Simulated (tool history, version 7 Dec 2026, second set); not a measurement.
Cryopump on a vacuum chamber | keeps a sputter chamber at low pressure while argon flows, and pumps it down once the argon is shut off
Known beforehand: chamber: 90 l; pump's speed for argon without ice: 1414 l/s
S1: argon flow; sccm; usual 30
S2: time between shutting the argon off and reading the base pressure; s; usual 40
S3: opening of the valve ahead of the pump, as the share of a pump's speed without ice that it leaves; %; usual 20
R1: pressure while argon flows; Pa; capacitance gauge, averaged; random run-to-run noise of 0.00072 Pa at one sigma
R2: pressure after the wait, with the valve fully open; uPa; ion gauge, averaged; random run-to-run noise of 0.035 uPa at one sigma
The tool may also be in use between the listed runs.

run   hour  S1   S2  S3      R1    R2
  1      0  30   40  20  0.1804  2.03
  2   22.7  30   40  20   0.181   1.9
  3   40.1  30   40  20  0.1809  2.01
  4   62.7  30   40  20  0.1817  1.97
  5   89.9  30   40  20    0.18  1.93
  6  129.4  30   40  19  0.1905  2.03
  7  160.4  30   40  19  0.1904  1.95
  8  197.2  30   40  19  0.1915  2.08
  9  228.5  14   40  28  0.0614  2.06
 10  252.6  18   27  27  0.0814  2.88
 11  290.7  41   27  43   0.118  2.93
 12  309.8  41   27  43  0.1181  2.84
 13  326.7  30  294  20  0.1825  0.58
 14  364.3  12   38  27  0.0545  2.24

Expected results for the next run?
 15  392.7  30  40  52   ?   ?

R1: 0.0723 Pa
R2: 2.13 uPa
Had the tool carried no hidden state, the very same run would have given R1 0.0691 Pa, R2 1.92 uPa.

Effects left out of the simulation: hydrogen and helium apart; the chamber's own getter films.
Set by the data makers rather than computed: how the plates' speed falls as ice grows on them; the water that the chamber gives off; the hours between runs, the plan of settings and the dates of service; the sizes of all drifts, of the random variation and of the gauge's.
